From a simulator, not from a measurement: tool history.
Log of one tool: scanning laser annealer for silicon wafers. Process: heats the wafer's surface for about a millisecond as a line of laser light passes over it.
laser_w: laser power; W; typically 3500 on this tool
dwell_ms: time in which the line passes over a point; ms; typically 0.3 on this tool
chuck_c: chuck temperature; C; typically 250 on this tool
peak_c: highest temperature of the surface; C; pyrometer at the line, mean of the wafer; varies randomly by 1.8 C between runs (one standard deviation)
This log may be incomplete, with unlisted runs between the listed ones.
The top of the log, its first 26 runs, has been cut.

run	hour	laser_w	dwell_ms	chuck_c	peak_c
27	401.5	3834	0.223	265	958
28	416.1	3672	0.216	276	921
29	429.8	3500	0.314	231	970
30	453.4	3108	0.3	250	869
31	473.2	3334	0.225	231	813
32	483.6	3334	0.225	231	813
33	498.9	2979	0.242	234	758
34	514.7	2979	0.242	234	756
35	531.2	3327	0.3	233	907
36	554.6	3818	0.3	254	1062
37	570	3496	0.3	254	972
38	581.8	3500	0.328	250	1010
39	604.6	3170	0.29	250	879
40	625.8	3264	0.255	234	842
41	640.1	3116	0.27	271	860
42	657.5	3331	0.27	271	912

Branching from run 42: 3 alternative next runs. What would each branch give?
A	674	3147	0.27	285	?
B	674	3500	0.3	252	?
C	674	3149	0.27	271	?

run	peak_c
A	882
B	977
C	866
The same runs, with their run-to-run variation unchanged, on a tool lacking any hidden condition would have given:
run	peak_c
A	883
B	977
C	866

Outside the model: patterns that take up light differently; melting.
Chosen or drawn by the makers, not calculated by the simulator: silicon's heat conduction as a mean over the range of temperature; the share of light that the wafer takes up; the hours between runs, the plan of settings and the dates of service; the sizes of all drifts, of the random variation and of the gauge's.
